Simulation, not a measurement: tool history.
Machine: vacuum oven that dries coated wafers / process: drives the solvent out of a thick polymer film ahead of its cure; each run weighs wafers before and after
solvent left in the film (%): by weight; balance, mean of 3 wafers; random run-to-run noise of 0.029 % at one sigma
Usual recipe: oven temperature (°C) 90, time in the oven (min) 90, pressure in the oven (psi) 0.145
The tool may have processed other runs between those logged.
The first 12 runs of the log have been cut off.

run 13 hour=548.7 | oven_temperature_(°C)=90 time_in_the_oven_(min)=145 pressure_in_the_oven_(psi)=0.145 | solvent_left_in_the_film_(%)=2.25
run 14 hour=587.1 | oven_temperature_(°C)=90 time_in_the_oven_(min)=90 pressure_in_the_oven_(psi)=0.145 | solvent_left_in_the_film_(%)=4.91
run 15 hour=654.4 | oven_temperature_(°C)=90 time_in_the_oven_(min)=90 pressure_in_the_oven_(psi)=0.145 | solvent_left_in_the_film_(%)=4.82
run 16 hour=717.9 | oven_temperature_(°C)=90 time_in_the_oven_(min)=90 pressure_in_the_oven_(psi)=0.145 | solvent_left_in_the_film_(%)=4.84
run 17 hour=752.5 | oven_temperature_(°C)=90 time_in_the_oven_(min)=65 pressure_in_the_oven_(psi)=0.145 | solvent_left_in_the_film_(%)=7.05
run 18 hour=781.5 | oven_temperature_(°C)=90 time_in_the_oven_(min)=65 pressure_in_the_oven_(psi)=0.145 | solvent_left_in_the_film_(%)=7.00
run 19 hour=828.6 | oven_temperature_(°C)=87 time_in_the_oven_(min)=59 pressure_in_the_oven_(psi)=0.145 | solvent_left_in_the_film_(%)=8.51
run 20 hour=874.7 | oven_temperature_(°C)=76 time_in_the_oven_(min)=128 pressure_in_the_oven_(psi)=0.482 | solvent_left_in_the_film_(%)=7.02
run 21 hour=931.0 | oven_temperature_(°C)=104 time_in_the_oven_(min)=111 pressure_in_the_oven_(psi)=0.490 | solvent_left_in_the_film_(%)=1.43
run 22 hour=982.1 | oven_temperature_(°C)=90 time_in_the_oven_(min)=90 pressure_in_the_oven_(psi)=0.073 | solvent_left_in_the_film_(%)=4.66
run 23 hour=1036.2 | oven_temperature_(°C)=92 time_in_the_oven_(min)=155 pressure_in_the_oven_(psi)=0.492 | solvent_left_in_the_film_(%)=2.04
run 24 hour=1098.0 | oven_temperature_(°C)=92 time_in_the_oven_(min)=56 pressure_in_the_oven_(psi)=0.579 | solvent_left_in_the_film_(%)=7.85
run 25 hour=1137.4 | oven_temperature_(°C)=92 time_in_the_oven_(min)=56 pressure_in_the_oven_(psi)=0.579 | solvent_left_in_the_film_(%)=7.76
-- hour=1163.9 oven's thermocouples calibrated
run 26 hour=1193.8 | oven_temperature_(°C)=83 time_in_the_oven_(min)=46 pressure_in_the_oven_(psi)=0.347 | solvent_left_in_the_film_(%)=11.63
run 27 hour=1254.2 | oven_temperature_(°C)=83 time_in_the_oven_(min)=46 pressure_in_the_oven_(psi)=0.347 | solvent_left_in_the_film_(%)=11.57
run 28 hour=1311.8 | oven_temperature_(°C)=83 time_in_the_oven_(min)=46 pressure_in_the_oven_(psi)=0.347 | solvent_left_in_the_film_(%)=11.55
run 29 hour=1372.1 | oven_temperature_(°C)=77 time_in_the_oven_(min)=52 pressure_in_the_oven_(psi)=0.268 | solvent_left_in_the_film_(%)=12.29
run 30 hour=1411.1 | oven_temperature_(°C)=77 time_in_the_oven_(min)=52 pressure_in_the_oven_(psi)=0.268 | solvent_left_in_the_film_(%)=12.31
run 31 hour=1444.8 | oven_temperature_(°C)=100 time_in_the_oven_(min)=121 pressure_in_the_oven_(psi)=0.315 | solvent_left_in_the_film_(%)=1.55
run 32 hour=1473.9 | oven_temperature_(°C)=100 time_in_the_oven_(min)=97 pressure_in_the_oven_(psi)=0.099 | solvent_left_in_the_film_(%)=2.21
run 33 hour=1514.9 | oven_temperature_(°C)=78 time_in_the_oven_(min)=46 pressure_in_the_oven_(psi)=0.560 | solvent_left_in_the_film_(%)=13.04
run 34 hour=1575.0 | oven_temperature_(°C)=101 time_in_the_oven_(min)=93 pressure_in_the_oven_(psi)=0.241 | solvent_left_in_the_film_(%)=2.33

Below are 3 alternative next runs, each starting from the tool's condition after run 34. Predict each:
run A hour=1614.2 | oven_temperature_(°C)=90 time_in_the_oven_(min)=119 pressure_in_the_oven_(psi)=0.125 | solvent_left_in_the_film_(%)=?
run B hour=1614.2 | oven_temperature_(°C)=101 time_in_the_oven_(min)=93 pressure_in_the_oven_(psi)=0.235 | solvent_left_in_the_film_(%)=?
run C hour=1614.2 | oven_temperature_(°C)=101 time_in_the_oven_(min)=112 pressure_in_the_oven_(psi)=0.132 | solvent_left_in_the_film_(%)=?

run=A solvent_left_in_the_film_(%)=3.13
run=B solvent_left_in_the_film_(%)=2.34
run=C solvent_left_in_the_film_(%)=1.50
Stripped of hidden state, with their random variation kept, the same runs would have yielded:
run=A solvent_left_in_the_film_(%)=3.21
run=B solvent_left_in_the_film_(%)=2.41
run=C solvent_left_in_the_film_(%)=1.53

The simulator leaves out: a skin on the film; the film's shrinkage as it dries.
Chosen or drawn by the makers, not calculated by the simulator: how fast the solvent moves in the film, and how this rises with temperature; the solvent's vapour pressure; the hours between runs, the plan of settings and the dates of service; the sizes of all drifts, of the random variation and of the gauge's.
